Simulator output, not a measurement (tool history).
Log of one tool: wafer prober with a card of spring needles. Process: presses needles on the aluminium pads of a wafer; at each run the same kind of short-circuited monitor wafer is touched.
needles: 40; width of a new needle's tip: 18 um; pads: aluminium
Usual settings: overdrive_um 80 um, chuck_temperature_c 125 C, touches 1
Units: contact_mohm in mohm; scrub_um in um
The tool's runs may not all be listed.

run 1 hour=0 | overdrive_um=80 chuck_temperature_c=125 touches=1 | contact_mohm=295 scrub_um=18.43
-- hour=4.8 tips cleaned on abrasive film
-- hour=11.3 tips cleaned on abrasive film
-- hour=17.7 tips cleaned on abrasive film
run 2 hour=19.5 | overdrive_um=80 chuck_temperature_c=125 touches=1 | contact_mohm=295 scrub_um=18.43
-- hour=24.1 tips cleaned on abrasive film
-- hour=30.6 tips cleaned on abrasive film
-- hour=37 tips cleaned on abrasive film
run 3 hour=41 | overdrive_um=80 chuck_temperature_c=65 touches=1 | contact_mohm=273 scrub_um=18.4
-- hour=44.3 tips cleaned on abrasive film
-- hour=52.3 tips cleaned on abrasive film
-- hour=58.7 tips cleaned on abrasive film
-- hour=65.1 tips cleaned on abrasive film
run 4 hour=70.3 | overdrive_um=80 chuck_temperature_c=65 touches=1 | contact_mohm=275 scrub_um=18.42
-- hour=72 tips cleaned on abrasive film
-- hour=79.8 tips cleaned on abrasive film
-- hour=86.3 tips cleaned on abrasive film
run 5 hour=87.2 | overdrive_um=80 chuck_temperature_c=125 touches=1 | contact_mohm=291 scrub_um=18.41
-- hour=93.6 tips cleaned on abrasive film
-- hour=101.6 tips cleaned on abrasive film
-- hour=109.5 tips cleaned on abrasive film
run 6 hour=113.1 | overdrive_um=80 chuck_temperature_c=125 touches=1 | contact_mohm=290 scrub_um=18.41
-- hour=116.4 tips cleaned on abrasive film
-- hour=124.3 tips cleaned on abrasive film
-- hour=124.6 height of the first contact set anew
-- hour=132.4 tips cleaned on abrasive film
-- hour=140.4 tips cleaned on abrasive film
run 7 hour=145.4 | overdrive_um=80 chuck_temperature_c=125 touches=1 | contact_mohm=293 scrub_um=18.41
-- hour=147.1 tips cleaned on abrasive film
-- hour=154.9 tips cleaned on abrasive film
-- hour=162.7 tips cleaned on abrasive film
-- hour=170.6 tips cleaned on abrasive film
run 8 hour=171.3 | overdrive_um=80 chuck_temperature_c=125 touches=1 | contact_mohm=294 scrub_um=18.44
-- hour=177.6 tips cleaned on abrasive film
-- hour=185.5 tips cleaned on abrasive film
run 9 hour=189.3 | overdrive_um=80 chuck_temperature_c=125 touches=1 | contact_mohm=293 scrub_um=18.42
-- hour=192.6 tips cleaned on abrasive film
-- hour=200.6 tips cleaned on abrasive film
-- hour=208.6 tips cleaned on abrasive film
run 10 hour=213.4 | overdrive_um=80 chuck_temperature_c=125 touches=1 | contact_mohm=294 scrub_um=18.45
-- hour=215.1 tips cleaned on abrasive film
-- hour=221.5 tips cleaned on abrasive film
-- hour=229.5 tips cleaned on abrasive film
-- hour=237.4 tips cleaned on abrasive film
run 11 hour=239.5 | overdrive_um=80 chuck_temperature_c=35 touches=1 | contact_mohm=268 scrub_um=18.45
-- hour=244.4 tips cleaned on abrasive film
-- hour=252.4 tips cleaned on abrasive film
-- hour=260.3 tips cleaned on abrasive film
-- hour=266.7 tips cleaned on abrasive film
-- hour=267 height of the first contact set anew
-- hour=274.5 tips cleaned on abrasive film
run 12 hour=274.5 | overdrive_um=80 chuck_temperature_c=35 touches=1 | contact_mohm=269 scrub_um=18.44
-- hour=282.5 tips cleaned on abrasive film
-- hour=290.3 tips cleaned on abrasive film
run 13 hour=296.2 | overdrive_um=80 chuck_temperature_c=35 touches=2 | contact_mohm=267 scrub_um=18.42
-- hour=297.9 tips cleaned on abrasive film
-- hour=304.3 tips cleaned on abrasive film
-- hour=312.2 tips cleaned on abrasive film
-- hour=320.2 tips cleaned on abrasive film
-- hour=328 tips cleaned on abrasive film
run 14 hour=330.1 | overdrive_um=80 chuck_temperature_c=35 touches=2 | contact_mohm=266 scrub_um=18.41

Run 15 comes next. What will it give?
-- hour=335 tips cleaned on abrasive film
-- hour=341.4 tips cleaned on abrasive film
-- hour=349.3 tips cleaned on abrasive film
-- hour=355.8 tips cleaned on abrasive film
run 15 hour=356 | overdrive_um=91 chuck_temperature_c=125 touches=1 | contact_mohm=? scrub_um=?

{"run 15": {"contact_mohm": 294, "scrub_um": 20.96}}
Without the tool's hidden state the same run would have given contact_mohm 294 mohm, scrub_um 20.96 um.

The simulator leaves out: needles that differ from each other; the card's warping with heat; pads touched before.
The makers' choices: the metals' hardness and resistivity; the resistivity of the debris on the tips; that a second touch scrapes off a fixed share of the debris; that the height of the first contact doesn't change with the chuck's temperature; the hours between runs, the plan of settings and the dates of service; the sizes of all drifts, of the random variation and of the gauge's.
